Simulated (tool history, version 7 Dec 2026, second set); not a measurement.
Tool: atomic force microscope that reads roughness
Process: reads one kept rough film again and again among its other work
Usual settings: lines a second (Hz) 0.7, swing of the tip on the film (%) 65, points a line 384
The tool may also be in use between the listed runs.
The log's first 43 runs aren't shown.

run	hour	lines a second (Hz)	swing of the tip on the film (%)	points a line	roughness of the kept film (nm (root mean square))
44	1630.8	1.249	65	367	1.042
45	1677.1	3.294	85	384	0.731
46	1702.4	3.294	85	384	0.732
# hour 1741.8: new tip fitted
47	1747.1	3.294	85	384	0.758
48	1787.9	3.294	85	384	0.747
49	1811.6	1.992	70	857	0.973
50	1850.7	1.992	70	857	0.957
51	1873.8	1.992	70	857	0.937

Forecast each of these 4 alternatives for the next run:
A	1899.6	1.74	70	417	?
B	1899.6	0.637	80	316	?
C	1899.6	0.77	70	857	?
D	1899.6	1.28	73	754	?

run	roughness of the kept film (nm (root mean square))
A	0.938
B	0.974
C	0.998
D	0.962
Without the tool's hidden state the same runs would have given:
run	roughness of the kept film (nm (root mean square))
A	1.043
B	1.083
C	1.111
D	1.069
